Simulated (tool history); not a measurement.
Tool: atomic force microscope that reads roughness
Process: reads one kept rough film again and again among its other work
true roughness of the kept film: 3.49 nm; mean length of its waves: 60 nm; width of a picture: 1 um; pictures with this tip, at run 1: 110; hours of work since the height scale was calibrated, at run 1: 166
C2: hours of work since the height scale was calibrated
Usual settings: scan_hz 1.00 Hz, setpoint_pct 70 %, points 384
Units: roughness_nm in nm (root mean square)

Run 1, hour 0.0: usual settings; pictures with this tip 110; C2 166. Result: roughness_nm 3.206 nm (root mean square).
Run 2, hour 8.0: usual settings; pictures with this tip 125; C2 171. Result: roughness_nm 3.213 nm (root mean square).
Run 3, hour 14.8: usual settings; pictures with this tip 138; C2 176. Result: roughness_nm 3.216 nm (root mean square).
Run 4, hour 21.5: usual settings; pictures with this tip 150; C2 181. Result: roughness_nm 3.209 nm (root mean square).
Run 5, hour 27.0: usual settings; pictures with this tip 161; C2 184. Result: roughness_nm 3.209 nm (root mean square).
Run 6, hour 35.9: usual settings but scan_hz 0.83 Hz; pictures with this tip 178; C2 191. Result: roughness_nm 3.250 nm (root mean square).
Run 7, hour 46.3: usual settings but scan_hz 0.83 Hz; pictures with this tip 197; C2 198. Result: roughness_nm 3.245 nm (root mean square).
At hour 51.4: new tip fitted.
Run 8, hour 53.7: usual settings; pictures with this tip 4; C2 203. Result: roughness_nm 3.208 nm (root mean square).
Run 9, hour 59.3: usual settings; pictures with this tip 15; C2 206. Result: roughness_nm 3.222 nm (root mean square).
Run 10, hour 66.7: usual settings but setpoint_pct 69 %; pictures with this tip 29; C2 212. Result: roughness_nm 3.226 nm (root mean square).
Run 11, hour 77.4: usual settings but scan_hz 0.61 Hz; pictures with this tip 49; C2 219. Result: roughness_nm 3.288 nm (root mean square).
Run 12, hour 83.7: usual settings but scan_hz 0.61 Hz; pictures with this tip 61; C2 223. Result: roughness_nm 3.288 nm (root mean square).
Run 13, hour 96.0: usual settings but points 816; pictures with this tip 84; C2 232. Result: roughness_nm 3.209 nm (root mean square).
Run 14, hour 101.1: usual settings but points 816; pictures with this tip 94; C2 235. Result: roughness_nm 3.209 nm (root mean square).
Run 15, hour 108.5: usual settings but points 304; pictures with this tip 108; C2 241. Result: roughness_nm 3.219 nm (root mean square).
Run 16, hour 114.4: usual settings but points 304; pictures with this tip 119; C2 245. Result: roughness_nm 3.204 nm (root mean square).
Run 17, hour 124.4: usual settings but points 495; pictures with this tip 138; C2 252. Result: roughness_nm 3.214 nm (root mean square).
Run 18, hour 131.8: usual settings but points 495; pictures with this tip 152; C2 257. Result: roughness_nm 3.210 nm (root mean square).
Run 19, hour 138.2: usual settings but points 495; pictures with this tip 164; C2 261. Result: roughness_nm 3.214 nm (root mean square).
Run 20, hour 145.3: usual settings but points 495; pictures with this tip 178; C2 266. Result: roughness_nm 3.206 nm (root mean square).
Run 21, hour 156.9: usual settings but points 495; pictures with this tip 199; C2 274. Result: roughness_nm 3.208 nm (root mean square).
At hour 160.7: new tip fitted.
Run 22, hour 166.9: usual settings; pictures with this tip 11; C2 281. Result: roughness_nm 3.212 nm (root mean square).
Run 23, hour 174.5: usual settings; pictures with this tip 26; C2 286. Result: roughness_nm 3.209 nm (root mean square).
Run 24, hour 186.1: usual settings but scan_hz 0.95 Hz; pictures with this tip 48; C2 294. Result: roughness_nm 3.228 nm (root mean square).
Run 25, hour 192.7: usual settings but scan_hz 0.95 Hz; pictures with this tip 60; C2 299. Result: roughness_nm 3.224 nm (root mean square).
Run 26, hour 204.4: usual settings; pictures with this tip 82; C2 307. Result: roughness_nm 3.218 nm (root mean square).
Run 27, hour 216.6: usual settings but points 346; pictures with this tip 106; C2 315. Result: roughness_nm 3.210 nm (root mean square).
Run 28, hour 228.4: usual settings but scan_hz 2.09 Hz, setpoint_pct 65 %, points 512; pictures with this tip 128; C2 323. Result: roughness_nm 3.102 nm (root mean square).
Run 29, hour 234.2: usual settings but scan_hz 1.48 Hz, setpoint_pct 83 %; pictures with this tip 139; C2 327. Result: roughness_nm 2.878 nm (root mean square).
Run 30, hour 240.6: usual settings but setpoint_pct 73 %, points 811; pictures with this tip 151; C2 332. Result: roughness_nm 3.180 nm (root mean square).
Run 31, hour 251.8: usual settings but setpoint_pct 62 %, points 859; pictures with this tip 172; C2 340. Result: roughness_nm 3.282 nm (root mean square).
Run 32, hour 259.5: usual settings but scan_hz 0.84 Hz, setpoint_pct 63 %, points 782; pictures with this tip 187; C2 345. Result: roughness_nm 3.307 nm (root mean square).
Run 33, hour 266.6: usual settings but scan_hz 0.84 Hz, setpoint_pct 63 %, points 782; pictures with this tip 200; C2 350. Result: roughness_nm 3.302 nm (root mean square).
At hour 269.6: new tip fitted.
Run 34, hour 272.8: usual settings but scan_hz 0.79 Hz, setpoint_pct 63 %, points 782; pictures with this tip 6; C2 354. Result: roughness_nm 3.307 nm (root mean square).
Run 35, hour 277.8: usual settings but scan_hz 1.57 Hz, setpoint_pct 90 %, points 752; pictures with this tip 15; C2 357. Result: roughness_nm 2.697 nm (root mean square).
Run 36, hour 284.2: usual settings but scan_hz 1.64 Hz, setpoint_pct 61 %; pictures with this tip 28; C2 362. Result: roughness_nm 3.219 nm (root mean square).
Run 37, hour 291.7: usual settings but scan_hz 0.63 Hz, setpoint_pct 85 %, points 322; pictures with this tip 42; C2 367. Result: roughness_nm 3.137 nm (root mean square).
Run 38, hour 298.5: usual settings but setpoint_pct 64 %, points 398; pictures with this tip 54; C2 372. Result: roughness_nm 3.267 nm (root mean square).
Run 39, hour 307.4: usual settings but points 514; pictures with this tip 71; C2 378. Result: roughness_nm 3.217 nm (root mean square).
Run 40, hour 319.1: usual settings but scan_hz 2.56 Hz; pictures with this tip 94; C2 386. Result: roughness_nm 2.940 nm (root mean square).
Run 41, hour 330.1: usual settings but scan_hz 1.52 Hz, points 637; pictures with this tip 114; C2 394. Result: roughness_nm 3.124 nm (root mean square).
Run 42, hour 336.5: usual settings but scan_hz 0.97 Hz, setpoint_pct 69 %, points 810; pictures with this tip 126; C2 398. Result: roughness_nm 3.239 nm (root mean square).
Run 43, hour 342.9: usual settings but scan_hz 1.44 Hz, setpoint_pct 58 %, points 832; pictures with this tip 139; C2 402. Result: roughness_nm 3.283 nm (root mean square).
Run 44, hour 347.9: usual settings but scan_hz 3.61 Hz, setpoint_pct 78 %, points 832; pictures with this tip 148; C2 406. Result: roughness_nm 2.534 nm (root mean square).
Run 45, hour 354.2: usual settings but scan_hz 2.04 Hz, points 823; pictures with this tip 160; C2 410. Result: roughness_nm 3.030 nm (root mean square).
Run 46, hour 359.6: usual settings but setpoint_pct 69 %; pictures with this tip 170; C2 414. Result: roughness_nm 3.218 nm (root mean square).
Run 47, hour 365.4: usual settings but setpoint_pct 62 %; pictures with this tip 181; C2 418. Result: roughness_nm 3.292 nm (root mean square).
Run 48, hour 374.1: usual settings but scan_hz 3.32 Hz, setpoint_pct 56 %, points 795; pictures with this tip 198; C2 424. Result: roughness_nm 3.146 nm (root mean square).
At hour 378.9: new tip fitted.
Run 49, hour 381.8: usual settings but scan_hz 0.79 Hz, setpoint_pct 55 %, points 958; pictures with this tip 5; C2 429. Result: roughness_nm 3.362 nm (root mean square).
Run 50, hour 393.2: usual settings but scan_hz 0.69 Hz, setpoint_pct 55 %, points 958; pictures with this tip 27; C2 437. Result: roughness_nm 3.357 nm (root mean square).
Run 51, hour 403.1: usual settings but scan_hz 3.93 Hz, setpoint_pct 69 %, points 668; pictures with this tip 46; C2 444. Result: roughness_nm 2.776 nm (root mean square).
Run 52, hour 410.8: usual settings but scan_hz 3.93 Hz, setpoint_pct 69 %, points 452; pictures with this tip 60; C2 449. Result: roughness_nm 2.767 nm (root mean square).
Run 53, hour 420.9: usual settings but scan_hz 2.93 Hz, points 973; pictures with this tip 79; C2 456. Result: roughness_nm 2.886 nm (root mean square).

Some steps in roughness_nm between neighbouring runs. How much of each would the tool show without its hidden state too (settings, what came in, random variation), and how much is left for the hidden state, with any gauge scatter that isn't in both results?
The hidden state here: radius of the tip, nm; height scale over the true one, %; drift of the gauge itself on roughness_nm, %.
Run 21 -> 22: points 495 -> 384, new tip fitted. roughness_nm +0.004 nm (root mean square): hidden state +0.004, all else +0.000.
Run 33 -> 34: scan_hz 0.84 -> 0.79, new tip fitted. roughness_nm +0.005 nm (root mean square): hidden state +0.005, all else +0.000.
Run 34 -> 35: scan_hz 0.79 -> 1.57, setpoint_pct 63 -> 90, points 782 -> 752. roughness_nm -0.610 nm (root mean square): hidden state +0.000, all else -0.610.
Run 43 -> 44: scan_hz 1.44 -> 3.61, setpoint_pct 58 -> 78. roughness_nm -0.749 nm (root mean square): hidden state +0.001, all else -0.750.
Run 48 -> 49: scan_hz 3.32 -> 0.79, setpoint_pct 56 -> 55, points 795 -> 958, new tip fitted. roughness_nm +0.216 nm (root mean square): hidden state +0.004, all else +0.212.
Run 50 -> 51: scan_hz 0.69 -> 3.93, setpoint_pct 55 -> 69, points 958 -> 668. roughness_nm -0.581 nm (root mean square): hidden state +0.000, all else -0.581.

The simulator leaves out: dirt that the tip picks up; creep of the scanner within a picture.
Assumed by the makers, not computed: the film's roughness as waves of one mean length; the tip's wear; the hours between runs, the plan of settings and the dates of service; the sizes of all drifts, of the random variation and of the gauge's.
